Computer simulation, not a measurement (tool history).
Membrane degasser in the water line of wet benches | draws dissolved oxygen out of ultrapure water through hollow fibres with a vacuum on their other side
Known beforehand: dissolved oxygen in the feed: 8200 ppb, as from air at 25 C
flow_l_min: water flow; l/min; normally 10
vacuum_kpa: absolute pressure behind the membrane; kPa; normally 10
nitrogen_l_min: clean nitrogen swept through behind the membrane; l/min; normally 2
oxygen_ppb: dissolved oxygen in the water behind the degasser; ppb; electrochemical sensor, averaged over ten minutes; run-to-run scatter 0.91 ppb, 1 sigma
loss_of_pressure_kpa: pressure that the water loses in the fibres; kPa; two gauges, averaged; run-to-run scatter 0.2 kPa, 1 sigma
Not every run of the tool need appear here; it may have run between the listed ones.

run	day	flow_l_min	vacuum_kpa	nitrogen_l_min	oxygen_ppb	loss_of_pressure_kpa
1	0	10	10	2	96.7	43.52
2	1.421	10	10	2	94.8	43.65
3	3.583	10	10	2.27	85.7	43.49
4	4.983	10	10	2	97.4	43.58
5	6.817	10	10	2	97.6	43.53
6	9.012	10	10	2	94.9	43.66
7	11.325	10	10	2	95.7	43.72
8	13.221	10	10	2	94.1	43.74
9	15.121	10	10	2	94.7	43.35
10	17.525	10	10	2	95.9	43.77
11	18.562	10	10	2	96.3	43.26
12	19.771	10	10	2	96	43.85
13	21.112	10	10	2	97.2	43.93
14	22.525	13	10	2	134.5	56.75
15	24.767	10	10.7	2	106	43.73
16	26.758	10	10.7	2	105.3	43.69
17	28.471	14	11.7	5.05	88.5	61.38
18	29.679	11	7.6	1.7	85.5	47.86
19	30.992	11	7.6	1.7	83	47.93
20	32.017	12	8.7	0.88	200	52.43
21	33.85	12	8.7	0.88	201.1	52.27
22	35.012	14	21.7	1.02	615.7	60.71
23	37.367	14	21.7	1.02	606.5	61.58
24	39.746	14	21.7	1.02	607.6	61.88
25	41.962	7	8.4	1.06	97.7	31.1
26	43.438	7	8.4	1.9	56.4	30.55
27	44.667	10	10	4.85	44.2	43.79
28	46.392	10	10	4.85	43.2	43.89
29	47.558	10	10.4	2	100.8	44.13
30	49.383	10	18.9	1.65	254.2	44.18
31	50.496	10	18.9	3.16	139.3	43.74
32	52.796	10	18.9	1.14	356.8	43.78

Consider 3 possible next runs. They are alternatives, not a sequence: every one starts from the tool as it was left by run 32. What does each give?
A	54.358	7	24.7	4.56	?	?
B	54.358	10	15.8	1.14	?	?
C	54.358	8	14.2	5.18	?	?

run	oxygen_ppb	loss_of_pressure_kpa
A	94.9	30.7
B	283.9	43.49
C	49.2	35.08
Without the tool's hidden state the same runs would have given:
run	oxygen_ppb	loss_of_pressure_kpa
A	82.8	30.21
B	258.4	42.8
C	42.9	34.52
